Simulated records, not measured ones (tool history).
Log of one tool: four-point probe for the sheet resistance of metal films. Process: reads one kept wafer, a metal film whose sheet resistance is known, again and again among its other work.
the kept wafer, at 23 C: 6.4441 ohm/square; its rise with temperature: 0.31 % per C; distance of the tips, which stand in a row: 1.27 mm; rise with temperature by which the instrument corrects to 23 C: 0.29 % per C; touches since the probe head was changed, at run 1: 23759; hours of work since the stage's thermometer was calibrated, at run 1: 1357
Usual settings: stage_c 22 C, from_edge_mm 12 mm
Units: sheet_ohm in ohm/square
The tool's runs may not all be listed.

| run | hour | stage_c | from_edge_mm | touches since the probe head was changed | hours of work since the stage's thermometer was calibrated | sheet_ohm |
|---|---|---|---|---|---|---|
| 1 | 0 | 22 | 12 | 23759 | 1357 | 6.508193 |
| 2 | 34.2 | 22 | 23 | 25296 | 1376 | 6.480011 |
|  | 41.8 | stage's thermometer calibrated |
| 3 | 72.3 | 22 | 23 | 26987 | 17 | 6.483493 |
| 4 | 111.4 | 22 | 12 | 28746 | 39 | 6.507573 |
| 5 | 146 | 22 | 12 | 30305 | 58 | 6.508918 |
| 6 | 163.4 | 22 | 21 | 31084 | 68 | 6.483533 |
| 7 | 198.2 | 22 | 21 | 32650 | 87 | 6.47942 |
| 8 | 220 | 22 | 12 | 33631 | 99 | 6.506009 |
| 9 | 244.1 | 22 | 12 | 34715 | 113 | 6.506688 |
| 10 | 279.5 | 22 | 12 | 36308 | 132 | 6.506048 |
| 11 | 297.3 | 22 | 12 | 37108 | 142 | 6.505669 |
| 12 | 316.5 | 22 | 12 | 37972 | 153 | 6.505055 |
| 13 | 355 | 22 | 12 | 39704 | 175 | 6.502679 |
| 14 | 380.9 | 22 | 9 | 40869 | 189 | 6.532454 |
| 15 | 413.8 | 18 | 3 | 42347 | 207 | 7.019999 |
| 16 | 450.6 | 23 | 5 | 44002 | 228 | 6.681313 |
| 17 | 481.2 | 23 | 5 | 45379 | 245 | 6.681865 |
| 18 | 518.1 | 23 | 5 | 47040 | 265 | 6.680056 |
| 19 | 538.5 | 33 | 12 | 47957 | 277 | 6.520114 |
| 20 | 573.3 | 33 | 12 | 49522 | 296 | 6.521357 |
| 21 | 602 | 19 | 6 | 50811 | 312 | 6.605762 |
| 22 | 635.3 | 18 | 40 | 52312 | 331 | 6.453502 |
| 23 | 664 | 18 | 40 | 53600 | 347 | 6.452188 |
| 24 | 688.9 | 22 | 40 | 54719 | 361 | 6.461752 |

Forecast each of these 5 alternatives for the next run:
| A | 721.7 | 20 | 40 | 56197 | 379 | ? |
| B | 721.7 | 20 | 16 | 56197 | 379 | ? |
| C | 721.7 | 24 | 11 | 56197 | 379 | ? |
| D | 721.7 | 23 | 28 | 56197 | 379 | ? |
| E | 721.7 | 20 | 7 | 56197 | 379 | ? |

| run | sheet_ohm |
|---|---|
| A | 6.458781 |
| B | 6.473694 |
| C | 6.506841 |
| D | 6.467377 |
| E | 6.563784 |
Without the tool's hidden state the same runs would have given:
| run | sheet_ohm |
|---|---|
| A | 6.443831 |
| B | 6.458713 |
| C | 6.491782 |
| D | 6.452404 |
| E | 6.548612 |

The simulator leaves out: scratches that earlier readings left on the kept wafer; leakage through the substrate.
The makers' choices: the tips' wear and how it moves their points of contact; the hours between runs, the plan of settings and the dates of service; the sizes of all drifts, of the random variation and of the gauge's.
